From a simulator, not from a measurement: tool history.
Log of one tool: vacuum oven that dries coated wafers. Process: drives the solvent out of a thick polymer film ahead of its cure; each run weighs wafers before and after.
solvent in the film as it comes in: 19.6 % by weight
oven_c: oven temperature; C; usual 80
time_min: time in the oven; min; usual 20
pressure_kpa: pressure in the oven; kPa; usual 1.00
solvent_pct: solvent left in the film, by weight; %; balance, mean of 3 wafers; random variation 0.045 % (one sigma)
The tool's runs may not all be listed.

run    hour  oven_c  time_min  pressure_kpa  solvent_pct
  1     0.0      80        20          1.00         1.07
  2    53.8      80        20          1.00         1.17
  3    98.8      80        11          1.00         3.45
  4   167.4      80        11          1.00         3.51
  5   229.8      80        16          1.00         1.88
  6   289.1      80        20          1.00         1.33
  7   398.6      80        20          1.00         1.33
  8   479.1      80        20          1.00         1.36
  9   528.5      80        20          1.00         1.27
 10   607.4      80        20          1.00         1.43
 11   689.9      80        20          1.00         1.40
 12   796.4      80        20          1.00         1.49
 13   885.3      80        20          1.00         1.53
      919.1  -- oven's thermocouples calibrated
 14   993.8      80        20          1.00         0.88
 15  1042.4      80        20          1.00         1.06
 16  1114.2      80        20          1.00         0.99
 17  1192.5      80        20          1.00         1.07
 18  1259.8      80        20          1.00         1.05
 19  1349.2      80        20          1.66         1.26
 20  1414.2      80        20          1.00         1.08
 21  1458.2      74        20          1.00         2.54
 22  1514.1      74        20          1.00         2.57
 23  1605.8      74        20          1.00         2.61
 24  1676.3      74        20          1.00         2.63
 25  1762.5      80        28          0.60         0.53
 26  1828.2      80        28          0.60         0.53
 27  1929.0      80        11          3.88         4.25
     1949.1  -- vacuum gauge cleaned of residue and calibrated
 28  2032.7      77        35          1.14         0.68
 29  2107.7      83        20          1.13         0.77
 30  2183.6      94        12          1.00         0.45
 31  2233.2      85        12          1.00         1.74
     2305.2  -- oven's thermocouples calibrated
 32  2343.5      82        16          0.60         1.01
 33  2450.2      82        16          0.60         1.03
 34  2521.6      82        16          0.60         1.13
 35  2620.8      80        23          0.97         0.78
 36  2666.1      80        19          1.54         1.36
 37  2724.1      65        24          0.56         4.59
 38  2787.7      65        24          0.56         4.64
 39  2839.0      80        20          0.58         1.02
 40  2888.3      73        20          0.58         2.76
 41  2936.8      82        11          0.54         2.46
 42  3028.8      82        11          0.54         2.57
 43  3137.8      82        11          0.54         2.68
 44  3230.8      82        11          0.54         2.68
 45  3303.4      72        17          1.00         4.29

Hidden state or all else? Some run-to-run changes of solvent_pct, split into what the settings, what came in and random variation would give without the hidden state, and what is left for the hidden state (with any gauge scatter that isn't in both results):
The hidden state here: true wafer temperature over the reading, C; true pressure over the reading, kPa; drift of the gauge itself on solvent_pct, %.
Run 13 -> 14: oven's thermocouples calibrated. solvent_pct -0.65 %: hidden state -0.52, all else -0.13.
Run 26 -> 27: time_min 28 -> 11, pressure_kpa 0.60 -> 3.88. solvent_pct +3.72 %: hidden state +0.34, all else +3.38.
Run 27 -> 28: oven_c 80 -> 77, time_min 11 -> 35, pressure_kpa 3.88 -> 1.14, vacuum gauge cleaned of residue and calibrated. solvent_pct -3.57 %: hidden state -0.44, all else -3.13.
Run 31 -> 32: oven_c 85 -> 82, time_min 12 -> 16, pressure_kpa 1.00 -> 0.60, oven's thermocouples calibrated. solvent_pct -0.73 %: hidden state -0.38, all else -0.35.
Run 38 -> 39: oven_c 65 -> 80, time_min 24 -> 20, pressure_kpa 0.56 -> 0.58. solvent_pct -3.62 %: hidden state -0.18, all else -3.44.
